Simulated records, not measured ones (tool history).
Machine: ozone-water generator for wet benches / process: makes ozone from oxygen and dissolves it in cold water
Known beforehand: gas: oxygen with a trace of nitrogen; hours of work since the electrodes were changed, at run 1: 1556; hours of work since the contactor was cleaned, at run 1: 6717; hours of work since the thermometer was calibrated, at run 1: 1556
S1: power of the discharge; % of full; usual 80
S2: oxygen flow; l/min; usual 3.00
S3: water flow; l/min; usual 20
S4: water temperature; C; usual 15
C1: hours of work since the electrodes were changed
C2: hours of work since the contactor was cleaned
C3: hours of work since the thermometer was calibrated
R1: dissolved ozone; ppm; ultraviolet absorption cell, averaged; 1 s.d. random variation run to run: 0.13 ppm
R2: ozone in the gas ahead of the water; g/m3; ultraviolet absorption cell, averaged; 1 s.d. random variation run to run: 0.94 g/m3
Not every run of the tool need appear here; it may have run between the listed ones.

run,hour,S1,S2,S3,S4,C1,C2,C3,R1,R2
1,0.0,80,3.00,20,15,1556,6717,1556,13.6,157.0
2,42.5,80,1.95,20,15,1593,6755,1593,11.4,181.4
3,100.2,54,3.00,20,15,1644,6805,1644,10.9,124.8
4,126.5,80,3.00,20,15,1667,6829,1667,14.1,158.1
5,184.0,80,3.00,20,15,1718,6879,1718,13.9,156.2
6,215.2,80,3.00,20,15,1746,6907,1746,13.9,155.7
7,269.8,80,3.00,20,15,1794,6955,1794,13.6,156.8
8,296.1,80,3.00,20,15,1817,6978,1817,13.7,157.1
9,346.8,80,3.00,20,15,1862,7023,1862,13.8,155.5
10,392.9,80,3.00,20,15,1902,7063,1902,13.7,157.1
11,425.1,80,3.00,20,15,1931,7092,1931,13.5,156.9
12,451.3,80,3.00,20,15,1954,7115,1954,13.6,155.7
13,484.1,80,3.00,20,15,1983,7144,1983,13.4,157.2
# hour 487.7: water thermometer calibrated
14,533.4,80,3.00,30,15,2026,7187,40,9.1,155.1
15,562.3,80,4.90,14,14,2051,7212,66,21.4,134.9
16,590.8,47,4.90,14,16,2076,7238,91,14.9,98.2
# hour 612.4: water thermometer calibrated, once more
17,639.2,80,3.00,14,15,2118,7280,24,18.5,156.5
18,672.0,80,2.51,14,12,2147,7309,53,18.0,164.2
19,719.5,80,2.51,14,12,2189,7350,94,18.0,164.8
20,774.0,80,2.51,19,14,2237,7399,142,13.5,165.3
21,822.4,72,2.64,13,8,2280,7441,185,19.2,151.5
22,854.7,92,2.64,13,23,2308,7470,214,18.5,178.0
23,896.9,92,2.64,15,15,2346,7507,251,18.0,176.8
24,951.4,92,2.64,15,15,2394,7555,299,18.1,177.4
25,991.7,80,3.00,20,17,2429,7590,334,13.3,155.3

Entry by entry between the runs, the difference in hidden state between the last listed run before and the first listed run after:
After run 13, before run 14: water thermometer calibrated (hour 487.7)
  contactor's efficiency, % of a clean one's: 92.4 -> 92.3; true water temperature over the reading, C: 0.15 -> 0.23
  measured result minus the result with no hidden state, R1: -0.7 -> -0.5 ppm; R2: -2.7 -> -2.8 g/m3
After run 16, before run 17: water thermometer calibrated, once more (hour 612.4)
  contactor's efficiency, % of a clean one's: 92.3 -> 92.2; true water temperature over the reading, C: 0.23 -> -0.1
  measured result minus the result with no hidden state, R1: -0.6 -> -0.7 ppm; R2: -1.3 -> -3.0 g/m3
